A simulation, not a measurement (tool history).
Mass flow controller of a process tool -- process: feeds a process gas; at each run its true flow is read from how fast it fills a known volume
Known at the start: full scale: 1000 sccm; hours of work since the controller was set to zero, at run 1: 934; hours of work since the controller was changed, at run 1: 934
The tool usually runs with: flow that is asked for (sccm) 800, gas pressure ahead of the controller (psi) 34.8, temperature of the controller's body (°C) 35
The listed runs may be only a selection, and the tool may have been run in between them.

| run | hour | flow that is asked for (sccm) | gas pressure ahead of the controller (psi) | temperature of the controller's body (°C) | hours of work since the controller was set to zero | hours of work since the controller was changed | true flow (%) |
|---|---|---|---|---|---|---|---|
| 1 | 0 | 800 | 34.8 | 35 | 934 | 934 | 98.58 |
| 2 | 98.6 | 800 | 34.8 | 32 | 1000 | 1000 | 98.61 |
| 3 | 273.3 | 800 | 34.8 | 32 | 1118 | 1118 | 98.63 |
| 4 | 385 | 800 | 34.8 | 32 | 1193 | 1193 | 98.66 |
| 5 | 532.1 | 800 | 34.8 | 32 | 1292 | 1292 | 98.53 |
| 6 | 669.2 | 800 | 34.8 | 24 | 1385 | 1385 | 99.12 |
| 7 | 811.3 | 800 | 34.8 | 24 | 1481 | 1481 | 99.09 |
| 8 | 974.8 | 800 | 34.8 | 32 | 1591 | 1591 | 98.59 |
| 9 | 1053.7 | 800 | 34.8 | 32 | 1644 | 1644 | 98.73 |
| 10 | 1177.7 | 800 | 34.8 | 32 | 1728 | 1728 | 98.56 |
| 11 | 1292.4 | 643 | 34.8 | 35 | 1805 | 1805 | 98.09 |
| 12 | 1408.6 | 643 | 34.8 | 35 | 1884 | 1884 | 97.95 |
| 13 | 1513 | 643 | 34.8 | 35 | 1954 | 1954 | 97.98 |
| 14 | 1607.9 | 643 | 34.8 | 35 | 2018 | 2018 | 98.08 |
| 15 | 1711.3 | 800 | 34.8 | 35 | 2088 | 2088 | 98.26 |
| 16 | 1869.8 | 800 | 34.8 | 25 | 2195 | 2195 | 99.09 |
| 17 | 2041.5 | 800 | 34.8 | 22 | 2310 | 2310 | 99.24 |
| 18 | 2179 | 800 | 34.8 | 22 | 2403 | 2403 | 99.21 |
| 19 | 2281.6 | 800 | 34.8 | 22 | 2472 | 2472 | 99.1 |
| 20 | 2433.4 | 800 | 34.5 | 35 | 2575 | 2575 | 98.43 |
| 21 | 2604.2 | 800 | 34.5 | 35 | 2690 | 2690 | 98.45 |
|  | 2620.4 | controller's zero set anew |
| 22 | 2790.5 | 800 | 34.5 | 35 | 115 | 2815 | 98.38 |
| 23 | 2925.2 | 800 | 34.5 | 35 | 206 | 2906 | 98.57 |
|  | 3026.8 | controller's zero set anew, once more |
| 24 | 3026.8 | 800 | 34.5 | 35 | 0 | 2974 | 97.94 |

Run 25 is up next; what results do you expect?
| 25 | 3216.9 | 261 | 31.8 | 21 | 128 | 3102 | ? |

true flow (%): 97.47
Without the tool's hidden state the same run would have given true flow (%) 98.28.

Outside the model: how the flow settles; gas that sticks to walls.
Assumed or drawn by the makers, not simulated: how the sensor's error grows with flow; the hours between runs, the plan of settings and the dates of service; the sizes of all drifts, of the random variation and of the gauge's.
